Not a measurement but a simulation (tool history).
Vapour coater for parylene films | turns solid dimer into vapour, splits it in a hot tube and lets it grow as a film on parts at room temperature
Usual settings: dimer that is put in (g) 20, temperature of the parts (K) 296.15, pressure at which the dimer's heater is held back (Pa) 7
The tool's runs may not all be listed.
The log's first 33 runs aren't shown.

run    hour  dimer that is put in (g)  temperature of the parts (K)  pressure at which the dimer's heater is held back (Pa)  hours of work since the trap's valve was overhauled  hours of work since the table's thermometer was calibrated  thickness of the film (nm)
 34  1133.4                        21                        291.15                                                    2.42                                                  432                                                          28                       18770
 35  1156.8                        21                        291.15                                                    2.42                                                  449                                                          45                       18550
 36  1189.1                         8                        291.15                                                    2.11                                                  473                                                          69                        6990
 37  1213.1                        14                        298.15                                                    2.12                                                  491                                                          87                       10750
     1251.9  -- trap's valve overhauled
 38  1251.9                        14                        298.15                                                    2.12                                                    0                                                         112                       12190
 39  1293.3                        12                        307.15                                                    2.14                                                   31                                                         143                        8700
 40  1324.3                        12                        302.15                                                    5.64                                                   53                                                         166                        8760
 41  1355.8                        22                        300.15                                                    2.29                                                   77                                                         189                       17750
 42  1390.7                        32                        296.15                                                    9.83                                                  102                                                         215                       24890
 43  1417.1                        32                        296.15                                                    9.83                                                  122                                                         234                       25220
 44  1457.5                        24                        303.15                                                       7                                                  152                                                         264                       16530
 45  1495.4                        24                        303.15                                                       7                                                  180                                                         292                       16350
 46  1537.9                        13                        302.15                                                    3.77                                                  211                                                         323                        9440
 47  1574.6                        13                        302.15                                                    3.77                                                  238                                                         350                        9390
 48  1619.1                        19                        294.15                                                       7                                                  271                                                         383                       15250

Forecast each of these 3 alternatives for the next run:
  A  1664.6                        10                        299.15                                                     4.6                                                  304                                                         417                           ?
  B  1664.6                        16                        291.15                                                    2.44                                                  304                                                         417                           ?
  C  1664.6                        14                        293.15                                                       7                                                  304                                                         417                           ?

run  thickness of the film (nm)
  A                        7370
  B                       14420
  C                       11370
Without the tool's hidden state the same runs would have given:
run  thickness of the film (nm)
  A                        7940
  B                       15530
  C                       12250
